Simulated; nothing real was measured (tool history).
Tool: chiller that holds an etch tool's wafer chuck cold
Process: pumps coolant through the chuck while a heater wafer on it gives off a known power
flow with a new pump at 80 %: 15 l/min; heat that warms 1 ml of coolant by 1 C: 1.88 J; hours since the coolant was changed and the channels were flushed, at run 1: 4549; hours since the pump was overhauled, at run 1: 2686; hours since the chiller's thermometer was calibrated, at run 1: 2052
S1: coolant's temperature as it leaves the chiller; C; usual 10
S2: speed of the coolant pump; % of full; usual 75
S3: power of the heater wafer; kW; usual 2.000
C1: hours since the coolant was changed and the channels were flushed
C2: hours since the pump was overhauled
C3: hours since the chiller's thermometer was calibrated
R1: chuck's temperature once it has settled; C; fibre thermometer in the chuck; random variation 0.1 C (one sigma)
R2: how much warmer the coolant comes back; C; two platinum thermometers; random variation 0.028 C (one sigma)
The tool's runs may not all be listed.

| run | hour | S1 | S2 | S3 | C1 | C2 | C3 | R1 | R2 |
|---|---|---|---|---|---|---|---|---|---|
| 1 | 0.0 | 10 | 75 | 2.000 | 4549 | 2686 | 2052 | 35.0 | 4.55 |
| 2 | 78.3 | 10 | 75 | 2.000 | 4627 | 2764 | 2131 | 35.1 | 4.51 |
| 3 | 162.8 | 6 | 75 | 2.000 | 4711 | 2849 | 2215 | 30.9 | 4.55 |
| 4 | 247.4 | 6 | 75 | 2.000 | 4796 | 2933 | 2300 | 31.0 | 4.54 |
| 5 | 372.9 | 6 | 75 | 2.000 | 4922 | 3059 | 2425 | 31.0 | 4.61 |
| 6 | 425.9 | 6 | 96 | 2.000 | 4975 | 3112 | 2478 | 27.0 | 3.61 |
| 7 | 537.4 | 6 | 96 | 2.000 | 5086 | 3223 | 2590 | 27.0 | 3.59 |
| 8 | 640.1 | 6 | 96 | 2.000 | 5189 | 3326 | 2692 | 27.0 | 3.60 |
| 9 | 742.2 | 6 | 96 | 2.000 | 5291 | 3428 | 2794 | 26.9 | 3.62 |
|  | 791.6 | chiller's thermometer calibrated |
| 10 | 799.0 | 10 | 83 | 2.000 | 5347 | 3484 | 7 | 33.2 | 4.16 |
| 11 | 887.8 | 17 | 75 | 2.000 | 5436 | 3573 | 96 | 42.0 | 4.67 |
| 12 | 970.9 | 13 | 75 | 2.000 | 5519 | 3656 | 179 | 38.1 | 4.71 |
| 13 | 1041.3 | 13 | 75 | 2.000 | 5589 | 3726 | 250 | 38.1 | 4.69 |
| 14 | 1108.8 | 10 | 81 | 2.000 | 5656 | 3794 | 317 | 33.7 | 4.30 |
| 15 | 1188.3 | 10 | 75 | 2.000 | 5736 | 3873 | 397 | 35.0 | 4.68 |
| 16 | 1247.8 | 10 | 75 | 2.000 | 5796 | 3933 | 456 | 35.1 | 4.67 |
| 17 | 1314.2 | 8 | 75 | 1.039 | 5862 | 3999 | 523 | 20.9 | 2.49 |
| 18 | 1441.1 | 8 | 75 | 1.039 | 5989 | 4126 | 649 | 20.9 | 2.51 |
| 19 | 1507.8 | 14 | 79 | 1.039 | 6056 | 4193 | 716 | 26.6 | 2.39 |
| 20 | 1619.1 | 3 | 62 | 1.045 | 6167 | 4304 | 827 | 17.8 | 3.06 |
| 21 | 1723.4 | 3 | 62 | 1.045 | 6271 | 4408 | 932 | 18.0 | 3.04 |
| 22 | 1788.1 | 14 | 66 | 1.538 | 6336 | 4473 | 997 | 35.0 | 4.20 |
| 23 | 1881.6 | 14 | 66 | 1.538 | 6429 | 4567 | 1090 | 35.0 | 4.15 |
| 24 | 1966.5 | 17 | 95 | 2.000 | 6514 | 4652 | 1175 | 38.0 | 3.77 |
| 25 | 2091.9 | 17 | 93 | 1.340 | 6640 | 4777 | 1300 | 31.4 | 2.68 |
| 26 | 2155.3 | 2 | 75 | 2.000 | 6703 | 4840 | 1364 | 27.0 | 4.80 |
| 27 | 2219.6 | 1 | 75 | 1.911 | 6767 | 4905 | 1428 | 24.8 | 4.61 |
| 28 | 2303.4 | 1 | 94 | 2.680 | 6851 | 4988 | 1512 | 29.6 | 5.13 |
| 29 | 2424.4 | 1 | 94 | 2.680 | 6972 | 5109 | 1633 | 29.7 | 5.16 |
| 30 | 2507.2 | 10 | 84 | 2.680 | 7055 | 5192 | 1716 | 41.0 | 5.73 |
| 31 | 2586.0 | 10 | 92 | 2.790 | 7134 | 5271 | 1794 | 40.1 | 5.44 |

Forecast each of these 3 alternatives for the next run:
| A | 2642.7 | 10 | 83 | 2.790 | 7190 | 5328 | 1851 | ? | ? |
| B | 2642.7 | 10 | 75 | 2.790 | 7190 | 5328 | 1851 | ? | ? |
| C | 2642.7 | 18 | 69 | 1.265 | 7190 | 5328 | 1851 | ? | ? |

| run | R1 | R2 |
|---|---|---|
| A | 42.6 | 6.01 |
| B | 44.8 | 6.60 |
| C | 34.8 | 3.39 |
Without the tool's hidden state the same runs would have given:
| run | R1 | R2 |
|---|---|---|
| A | 42.6 | 5.71 |
| B | 44.8 | 6.30 |
| C | 34.8 | 3.09 |

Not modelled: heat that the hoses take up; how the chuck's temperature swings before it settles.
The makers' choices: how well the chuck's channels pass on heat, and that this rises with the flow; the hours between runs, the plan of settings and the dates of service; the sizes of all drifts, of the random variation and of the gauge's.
